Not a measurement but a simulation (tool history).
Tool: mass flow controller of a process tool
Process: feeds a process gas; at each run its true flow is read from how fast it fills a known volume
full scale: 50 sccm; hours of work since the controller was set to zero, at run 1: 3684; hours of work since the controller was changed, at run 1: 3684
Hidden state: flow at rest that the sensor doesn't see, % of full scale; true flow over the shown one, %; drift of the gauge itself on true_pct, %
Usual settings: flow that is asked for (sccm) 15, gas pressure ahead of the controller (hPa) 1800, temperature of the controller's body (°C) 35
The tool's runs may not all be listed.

run    hour  flow that is asked for (sccm)  gas pressure ahead of the controller (hPa)  temperature of the controller's body (°C)  hours of work since the controller was set to zero  hours of work since the controller was changed  true flow (%)
  1     0.0                             15                                        1800                                         35                                                3684                                            3684          98.12
  2    90.6                             15                                        1800                                         37                                                3735                                            3735          98.30
  3   239.4                             15                                        1800                                         35                                                3820                                            3820          97.99
  4   356.0                             15                                        1800                                         35                                                3886                                            3886          98.08
  5   472.6                             15                                        1800                                         35                                                3953                                            3953          98.04
  6   597.5                             15                                        1800                                         35                                                4024                                            4024          98.09
  7   702.7                             15                                        1800                                         35                                                4084                                            4084          98.08
  8   847.7                             10                                        1800                                         35                                                4166                                            4166          96.61
  9   919.2                             10                                        1800                                         35                                                4207                                            4207          96.52
 10  1076.3                             10                                        1800                                         37                                                4296                                            4296          96.92
 11  1193.8                             10                                        1800                                         37                                                4363                                            4363          96.74
 12  1341.9                             10                                        1800                                         37                                                4447                                            4447          96.70
 13  1496.7                             15                                        1800                                         35                                                4535                                            4535          97.95
 14  1624.2                             15                                        1800                                         35                                                4608                                            4608          97.84
 15  1707.7                              6                                        1800                                         35                                                4655                                            4655          93.63
 16  1812.7                              6                                        1800                                         35                                                4715                                            4715          93.63
 17  1885.9                              6                                        1800                                         35                                                4756                                            4756          93.68
 18  2013.8                             15                                        1590                                         35                                                4829                                            4829          97.62
     2027.7  -- controller's zero set anew
 19  2153.6                             15                                        1800                                         35                                                  72                                            4908          96.00
 20  2219.1                             15                                        1800                                         35                                                 109                                            4946          96.03
 21  2369.6                             15                                        1800                                         35                                                 194                                            5031          95.92
 22  2444.8                             15                                        1800                                         35                                                 237                                            5074          95.88
 23  2523.9                             19                                        1800                                         35                                                 282                                            5119          97.07
 24  2660.7                             19                                        1800                                         35                                                 360                                            5197          97.06
 25  2732.1                             19                                        1800                                         35                                                 401                                            5237          96.92
 26  2803.4                             19                                        1800                                         35                                                 441                                            5278          96.87
 27  2915.7                             20                                        1930                                         36                                                 505                                            5342          97.34
     3010.6  -- controller's zero set anew, once more
 28  3015.6                             20                                        1930                                         36                                                   3                                            5398         100.73
 29  3100.0                             15                                        1800                                         27                                                  51                                            5446          99.48
 30  3178.7                             15                                        1550                                         28                                                  96                                            5491          99.32
 31  3275.3                             18                                        2500                                         23                                                 151                                            5546          99.70
 32  3435.2                              8                                        1800                                         39                                                 241                                            5637         100.00
 33  3555.6                             12                                        1800                                         39                                                 310                                            5705         100.25
 34  3628.0                             15                                        1480                                         24                                                 351                                            5747          98.96
 35  3693.2                             15                                        1480                                         24                                                 388                                            5784          99.02
 36  3790.2                              8                                        2160                                         37                                                 443                                            5839          99.94
 37  3867.0                             12                                        2390                                         20                                                 487                                            5882          98.65
 38  4006.4                             12                                        2390                                         20                                                 566                                            5962          98.70
 39  4072.5                             10                                        2800                                         40                                                 604                                            5999         100.48
 40  4139.5                             25                                        1730                                         25                                                 642                                            6037          99.58
 41  4290.1                              8                                        1740                                         35                                                 728                                            6123          99.14
 42  4395.0                              8                                        1740                                         35                                                 787                                            6183          99.21
 43  4540.6                              8                                        1740                                         35                                                 870                                            6265          99.14
 44  4696.5                              8                                        1740                                         24                                                 959                                            6354          97.97
 45  4778.4                             18                                        2530                                         24                                                1005                                            6401          99.45
 46  4887.3                              7                                        2530                                         24                                                1067                                            6463          98.12
 47  4992.1                              7                                        2530                                         24                                                1127                                            6522          97.99
 48  5128.0                              7                                        2090                                         23                                                1204                                            6599          97.56
 49  5243.4                              6                                        1580                                         25                                                1270                                            6665          96.98

3 ways to go on from here, each from the tool as it stands after run 49. What would each give?
  A  5385.4                             24                                        1580                                         32                                                1350                                            6746              ?
  B  5385.4                             23                                        1800                                         35                                                1350                                            6746              ?
  C  5385.4                              6                                        1580                                         26                                                1350                                            6746              ?

run  true flow (%)
  A         100.10
  B         100.40
  C          97.18
Without the tool's hidden state the same runs would have given:
run  true flow (%)
  A          99.44
  B          99.76
  C          98.11
